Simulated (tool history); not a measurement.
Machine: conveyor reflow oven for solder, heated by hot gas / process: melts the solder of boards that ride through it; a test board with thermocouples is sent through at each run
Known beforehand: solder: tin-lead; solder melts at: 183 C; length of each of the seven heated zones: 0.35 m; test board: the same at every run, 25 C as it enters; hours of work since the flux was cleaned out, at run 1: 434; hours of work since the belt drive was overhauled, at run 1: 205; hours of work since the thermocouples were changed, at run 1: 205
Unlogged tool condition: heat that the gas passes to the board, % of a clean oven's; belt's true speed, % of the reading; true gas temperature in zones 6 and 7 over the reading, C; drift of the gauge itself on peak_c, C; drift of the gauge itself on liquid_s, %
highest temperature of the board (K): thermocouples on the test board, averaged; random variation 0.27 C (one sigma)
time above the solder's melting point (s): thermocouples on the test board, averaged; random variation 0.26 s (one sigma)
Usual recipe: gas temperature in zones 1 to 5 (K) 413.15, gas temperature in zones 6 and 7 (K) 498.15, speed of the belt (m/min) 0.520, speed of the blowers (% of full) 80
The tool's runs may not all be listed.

run,hour,gas temperature in zones 1 to 5 (K),gas temperature in zones 6 and 7 (K),speed of the belt (m/min),speed of the blowers (% of full),hours of work since the flux was cleaned out,hours of work since the belt drive was overhauled,hours of work since the thermocouples were changed,highest temperature of the board (K),time above the solder's melting point (s)
1,0.0,413.15,498.15,0.520,80,434,205,205,484.85,57.4
2,12.4,413.15,498.15,0.520,80,444,215,215,484.85,56.5
3,21.4,413.15,498.15,0.520,80,450,222,222,484.55,57.0
# hour 27.5: flux residue cleaned out of gas plates and filters
4,33.7,413.15,502.15,0.520,80,5,227,227,488.25,59.9
5,41.8,413.15,502.15,0.520,80,11,234,234,488.15,60.4
6,47.9,413.15,502.15,0.520,80,16,238,238,487.75,59.6
7,54.6,413.15,498.15,0.520,80,21,243,243,484.75,57.0
8,67.7,413.15,498.15,0.520,54,31,253,253,476.45,44.7
9,77.1,413.15,498.15,0.520,54,38,260,260,476.65,44.5
10,86.3,413.15,498.15,0.520,60,45,267,267,478.85,48.4
11,96.1,413.15,498.15,0.520,60,52,275,275,478.75,48.2
12,102.2,413.15,498.15,0.520,60,57,279,279,478.25,48.0
13,111.7,408.15,498.15,0.520,60,64,287,287,477.55,45.4
14,123.8,408.15,498.15,0.520,60,73,296,296,477.65,45.3
15,129.4,408.15,498.15,0.520,60,78,300,300,477.45,45.0
16,137.2,423.15,498.15,0.520,60,84,306,306,481.05,55.6
17,150.3,423.15,498.15,0.520,60,94,316,316,480.15,55.9
18,164.1,411.15,498.15,0.520,62,104,327,327,479.15,48.3
19,174.6,411.15,498.15,0.520,62,112,335,335,479.65,48.3
20,182.6,411.15,498.15,0.520,62,118,341,341,479.05,48.0
21,195.6,413.15,498.15,0.533,64,128,351,351,479.55,48.3
22,208.6,413.15,487.15,0.520,80,138,360,360,475.15,46.8
23,218.5,413.15,487.15,0.520,80,145,368,368,475.05,46.5
24,231.1,413.15,487.15,0.520,80,155,378,378,475.35,47.0
25,236.8,424.15,513.15,0.476,80,159,382,382,501.75,80.2
26,243.4,417.15,498.15,0.520,51,164,387,387,476.05,45.4
27,251.6,413.15,498.15,0.487,80,171,393,393,486.25,62.6
28,257.8,413.15,498.15,0.487,60,175,398,398,480.75,55.6
29,270.9,413.15,498.15,0.487,60,185,408,408,480.85,55.1

4 options for the next run, each taken on its own from the tool as it stands now. Forecast them:
A,282.4,413.15,498.15,0.487,66,194,417,417,?,?
B,282.4,422.15,498.15,0.428,68,194,417,417,?,?
C,282.4,408.15,498.15,0.487,60,194,417,417,?,?
D,282.4,427.15,506.15,0.487,78,194,417,417,?,?

run,highest temperature of the board (K),time above the solder's melting point (s)
A,483.25,58.2
B,487.55,78.2
C,479.75,51.9
D,495.05,75.5
Stripped of hidden state, with their random variation kept, the same runs would have yielded:
run,highest temperature of the board (K),time above the solder's melting point (s)
A,483.25,58.2
B,487.55,78.2
C,479.75,52.0
D,495.05,75.5

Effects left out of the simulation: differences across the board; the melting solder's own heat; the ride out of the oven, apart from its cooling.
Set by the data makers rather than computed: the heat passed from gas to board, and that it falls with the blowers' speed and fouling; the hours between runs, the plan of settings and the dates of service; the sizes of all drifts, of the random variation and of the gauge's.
